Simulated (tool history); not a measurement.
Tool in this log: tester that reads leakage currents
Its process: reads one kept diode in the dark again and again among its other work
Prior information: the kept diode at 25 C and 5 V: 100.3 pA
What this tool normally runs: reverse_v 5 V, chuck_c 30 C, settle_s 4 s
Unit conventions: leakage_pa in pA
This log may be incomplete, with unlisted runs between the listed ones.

run 1 hour=0 | reverse_v=5 chuck_c=30 settle_s=4 | leakage_pa=154.94
run 2 hour=68.6 | reverse_v=5 chuck_c=30 settle_s=4 | leakage_pa=155.51
run 3 hour=193 | reverse_v=5 chuck_c=30 settle_s=4 | leakage_pa=154.71
run 4 hour=308.3 | reverse_v=5 chuck_c=30 settle_s=4 | leakage_pa=155.06
run 5 hour=454.9 | reverse_v=5 chuck_c=30 settle_s=4 | leakage_pa=155.24
run 6 hour=530.7 | reverse_v=5 chuck_c=30 settle_s=4 | leakage_pa=154.6
run 7 hour=602.6 | reverse_v=5 chuck_c=30 settle_s=4 | leakage_pa=154.26
run 8 hour=684.3 | reverse_v=5 chuck_c=30 settle_s=4 | leakage_pa=155.32
run 9 hour=761.8 | reverse_v=5 chuck_c=30 settle_s=4 | leakage_pa=153.94
run 10 hour=897.7 | reverse_v=5 chuck_c=23 settle_s=4 | leakage_pa=84.25
run 11 hour=991 | reverse_v=5 chuck_c=30 settle_s=4 | leakage_pa=154.28
run 12 hour=1082.7 | reverse_v=5 chuck_c=30 settle_s=4 | leakage_pa=154.82
-- hour=1150.3 chuck's temperature calibrated
-- hour=1210.8 probe card cleaned and baked
run 13 hour=1232.2 | reverse_v=5 chuck_c=30 settle_s=4 | leakage_pa=155.49
run 14 hour=1345.5 | reverse_v=5 chuck_c=30 settle_s=2.7 | leakage_pa=154.28
run 15 hour=1421.3 | reverse_v=18.37 chuck_c=30 settle_s=1.56 | leakage_pa=232.92
run 16 hour=1521.8 | reverse_v=2.11 chuck_c=30 settle_s=3.01 | leakage_pa=118.56
run 17 hour=1664.4 | reverse_v=17.13 chuck_c=30 settle_s=8.42 | leakage_pa=227.25
run 18 hour=1807.7 | reverse_v=18.32 chuck_c=27 settle_s=2.34 | leakage_pa=179.94
run 19 hour=1882.5 | reverse_v=18.32 chuck_c=27 settle_s=2.34 | leakage_pa=179.9
run 20 hour=1964 | reverse_v=18.32 chuck_c=27 settle_s=2.34 | leakage_pa=179.56
run 21 hour=2040 | reverse_v=18.32 chuck_c=27 settle_s=2.34 | leakage_pa=180.11
run 22 hour=2160.4 | reverse_v=18.32 chuck_c=27 settle_s=2.34 | leakage_pa=178.72
run 23 hour=2236.6 | reverse_v=18.32 chuck_c=27 settle_s=2.34 | leakage_pa=180.49
run 24 hour=2323.9 | reverse_v=4.35 chuck_c=31 settle_s=2.23 | leakage_pa=161.27
run 25 hour=2399.7 | reverse_v=4.35 chuck_c=31 settle_s=2.23 | leakage_pa=161.4
-- hour=2423.6 chuck's temperature calibrated
run 26 hour=2522 | reverse_v=4.35 chuck_c=31 settle_s=2.23 | leakage_pa=161.56
run 27 hour=2630.5 | reverse_v=4.35 chuck_c=31 settle_s=2.23 | leakage_pa=161.55

Consider 5 possible next runs. They are alternatives, not a sequence: every one starts from the tool as it was left by run 27. What does each give?
run A hour=2735.8 | reverse_v=1.77 chuck_c=51 settle_s=2.33 | leakage_pa=?
run B hour=2735.8 | reverse_v=6.25 chuck_c=31 settle_s=4.48 | leakage_pa=?
run C hour=2735.8 | reverse_v=3.22 chuck_c=22 settle_s=1.2 | leakage_pa=?
run D hour=2735.8 | reverse_v=5 chuck_c=54 settle_s=4 | leakage_pa=?
run E hour=2735.8 | reverse_v=8.54 chuck_c=23 settle_s=0.49 | leakage_pa=?

run=A leakage_pa=597.82
run=B leakage_pa=181.46
run=C leakage_pa=67.86
run=D leakage_pa=1030.99
run=E leakage_pa=101.93
Without the tool's hidden state the same runs would have given:
run=A leakage_pa=597.57
run=B leakage_pa=181.34
run=C leakage_pa=67.81
run=D leakage_pa=1030.52
run=E leakage_pa=101.81
